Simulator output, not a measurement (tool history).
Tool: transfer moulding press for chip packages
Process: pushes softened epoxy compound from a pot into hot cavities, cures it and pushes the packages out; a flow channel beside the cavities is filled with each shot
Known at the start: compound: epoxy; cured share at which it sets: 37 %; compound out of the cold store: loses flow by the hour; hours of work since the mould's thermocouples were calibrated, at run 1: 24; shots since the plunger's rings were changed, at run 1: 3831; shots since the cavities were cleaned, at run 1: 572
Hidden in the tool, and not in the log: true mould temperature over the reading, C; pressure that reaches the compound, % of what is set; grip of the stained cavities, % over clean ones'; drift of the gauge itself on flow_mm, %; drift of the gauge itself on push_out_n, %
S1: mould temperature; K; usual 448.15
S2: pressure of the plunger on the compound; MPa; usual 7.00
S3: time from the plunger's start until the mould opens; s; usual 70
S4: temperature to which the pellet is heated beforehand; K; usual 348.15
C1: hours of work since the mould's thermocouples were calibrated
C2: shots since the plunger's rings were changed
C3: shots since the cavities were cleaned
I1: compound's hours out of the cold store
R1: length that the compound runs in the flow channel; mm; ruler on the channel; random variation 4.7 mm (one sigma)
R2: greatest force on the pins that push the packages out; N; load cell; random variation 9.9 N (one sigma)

run,hour,S1,S2,S3,S4,C1,C2,C3,I1,R1,R2
1,0.0,448.15,7.00,70,348.15,24,3831,572,29.2,695,473
# hour 40.6: cavities cleaned with cleaning compound and waxed
2,65.4,448.15,7.00,70,348.15,69,4922,424,14.0,720,473
# hour 86.6: plunger's sealing rings changed
# hour 116.8: cavities cleaned with cleaning compound and waxed
3,122.4,448.15,7.00,70,348.15,107,586,96,40.8,691,441
4,171.0,448.15,7.00,70,348.15,142,1416,926,30.3,699,462
# hour 188.1: cavities cleaned with cleaning compound and waxed
5,212.0,448.15,7.00,70,348.15,170,2091,408,32.5,696,457
# hour 261.8: cavities cleaned with cleaning compound and waxed
6,280.7,448.15,7.00,70,348.15,218,3238,322,8.8,740,467
7,323.7,455.15,7.00,70,348.15,249,3971,1055,45.1,669,298
# hour 333.1: cavities cleaned with cleaning compound and waxed
8,358.7,455.15,7.00,78,348.15,272,4544,438,42.2,665,257
# hour 400.2: plunger's sealing rings changed
9,400.2,455.15,7.00,78,341.15,300,0,1103,25.8,689,261
# hour 410.5: cavities cleaned with cleaning compound and waxed
10,465.9,455.15,7.00,78,341.15,346,1096,945,38.4,679,260
# hour 482.8: cavities cleaned with cleaning compound and waxed
11,504.1,455.15,7.00,78,341.15,372,1724,365,31.1,689,261
12,546.7,440.15,7.00,70,351.15,403,2450,1091,37.1,702,732
# hour 556.8: cavities cleaned with cleaning compound and waxed
13,580.2,440.15,7.00,70,338.15,425,2996,399,16.9,731,763
# hour 630.9: cavities cleaned with cleaning compound and waxed
14,638.2,446.15,6.78,70,338.15,466,3960,124,33.9,689,527
# hour 703.1: cavities cleaned with cleaning compound and waxed
15,708.5,446.15,6.78,70,338.15,515,5136,93,9.9,717,557
# hour 715.4: plunger's sealing rings changed
16,758.0,446.15,6.30,59,350.15,548,727,896,43.1,633,758
# hour 777.0: mould's thermocouples calibrated
# hour 778.5: cavities cleaned with cleaning compound and waxed
17,797.0,446.15,7.03,86,350.15,13,1332,315,31.9,707,314
18,842.4,446.15,6.92,57,350.15,46,2108,1091,8.9,732,875
# hour 849.5: cavities cleaned with cleaning compound and waxed
19,908.5,446.15,6.92,57,350.15,92,3211,1008,25.0,706,881
# hour 921.5: cavities cleaned with cleaning compound and waxed
20,975.0,446.15,8.63,64,348.15,138,4320,914,17.7,797,696
# hour 993.6: cavities cleaned with cleaning compound and waxed
# hour 1035.5: plunger's sealing rings changed
21,1046.1,448.15,7.00,70,343.15,186,181,853,25.7,714,485

Forecast run 22:
# hour 1071.2: cavities cleaned with cleaning compound and waxed
22,1099.8,448.15,7.00,70,343.15,223,1073,489,24.8,?,?

Run 22 gave R1 714 mm, R2 466 N.
Without the tool's hidden state the same run would have given R1 715 mm, R2 462 N.

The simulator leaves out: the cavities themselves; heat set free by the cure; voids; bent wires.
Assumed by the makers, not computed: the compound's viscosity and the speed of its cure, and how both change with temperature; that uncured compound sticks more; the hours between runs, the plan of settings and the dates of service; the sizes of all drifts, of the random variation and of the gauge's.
